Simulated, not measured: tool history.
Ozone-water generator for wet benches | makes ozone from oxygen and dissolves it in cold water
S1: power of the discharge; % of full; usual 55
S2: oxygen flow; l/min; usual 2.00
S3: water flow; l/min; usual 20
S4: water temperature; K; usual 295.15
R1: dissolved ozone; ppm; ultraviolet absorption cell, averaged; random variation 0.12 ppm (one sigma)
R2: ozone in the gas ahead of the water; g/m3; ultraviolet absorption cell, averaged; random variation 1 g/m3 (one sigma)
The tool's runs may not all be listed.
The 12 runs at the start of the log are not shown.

Run 13, day 71.112: usual settings but S4 294.15 K. Result: R1 11.1 ppm, R2 175.2 g/m3.
Run 14, day 78.962: usual settings. Result: R1 11.1 ppm, R2 175.8 g/m3.
Run 15, day 84.238: usual settings. Result: R1 11.0 ppm, R2 175.4 g/m3.
At day 89.754: contactor cleaned.
Run 16, day 90.229: usual settings but S1 96 % of full. Result: R1 17.8 ppm, R2 285.6 g/m3.
Run 17, day 95.054: usual settings but S1 96 % of full. Result: R1 17.8 ppm, R2 284.3 g/m3.
Run 18, day 101.275: usual settings but S1 96 % of full. Result: R1 17.9 ppm, R2 286.6 g/m3.
Run 19, day 106.671: usual settings but S1 96 % of full. Result: R1 17.9 ppm, R2 286.9 g/m3.
Run 20, day 111.858: usual settings but S1 72 % of full, S2 1.55 l/min, S3 21 l/min, S4 289.15 K. Result: R1 13.4 ppm, R2 263.7 g/m3.
Run 21, day 116.888: usual settings but S2 1.73 l/min. Result: R1 10.9 ppm, R2 194.1 g/m3.
Run 22, day 124.046: usual settings but S1 49 % of full, S3 22 l/min. Result: R1 8.9 ppm, R2 159.8 g/m3.
Run 23, day 127.988: usual settings but S1 49 % of full, S3 22 l/min. Result: R1 9.2 ppm, R2 160.9 g/m3.
Run 24, day 133.358: usual settings but S1 99 % of full, S2 3.57 l/min, S3 27 l/min, S4 294.15 K. Result: R1 13.8 ppm, R2 199.1 g/m3.
Run 25, day 140.321: usual settings but S1 81 % of full, S2 3.53 l/min, S3 15 l/min, S4 296.15 K. Result: R1 19.0 ppm, R2 168.7 g/m3.
Run 26, day 144.983: usual settings but S1 64 % of full, S2 3.53 l/min, S3 15 l/min, S4 296.15 K. Result: R1 15.5 ppm, R2 136.7 g/m3.
At day 146.579: gauge calibrated.
Run 27, day 152.783: usual settings but S1 84 % of full, S4 288.15 K. Result: R1 16.7 ppm, R2 247.5 g/m3.
Run 28, day 158.108: usual settings but S1 84 % of full, S4 288.15 K. Result: R1 16.9 ppm, R2 247.2 g/m3.
Run 29, day 166.121: usual settings but S1 75 % of full, S2 2.10 l/min, S3 28 l/min, S4 296.15 K. Result: R1 10.2 ppm, R2 220.8 g/m3.
Run 30, day 170.950: usual settings but S1 80 % of full, S2 3.02 l/min, S3 17 l/min, S4 301.15 K. Result: R1 16.3 ppm, R2 182.5 g/m3.
At day 173.650: water thermometer calibrated.
Run 31, day 177.483: usual settings but S3 27 l/min, S4 289.15 K. Result: R1 8.3 ppm, R2 172.1 g/m3.
Run 32, day 181.775: usual settings but S1 41 % of full, S3 27 l/min, S4 289.15 K. Result: R1 6.5 ppm, R2 133.1 g/m3.

Each row is a separate what-if for the run after 32, all from the same tool condition, not one after another. Results?
Run A, day 189.529: usual settings but S1 57 % of full, S2 3.48 l/min, S4 299.15 K. Result: R1 ?, R2 ?.
Run B, day 189.529: usual settings but S1 41 % of full, S2 2.80 l/min, S3 15 l/min, S4 289.15 K. Result: R1 ?, R2 ?.
Run C, day 189.529: usual settings but S1 48 % of full, S3 17 l/min, S4 289.15 K. Result: R1 ?, R2 ?.
Run D, day 189.529: usual settings but S1 61 % of full. Result: R1 ?, R2 ?.

run    R1     R2
  A  10.8  123.0
  B  11.7  105.6
  C  11.9  153.4
  D  11.9  191.3
Had the tool no hidden state, the same runs would have come out as:
run    R1     R2
  A  10.8  122.2
  B  11.7  104.8
  C  11.9  152.3
  D  12.0  190.0
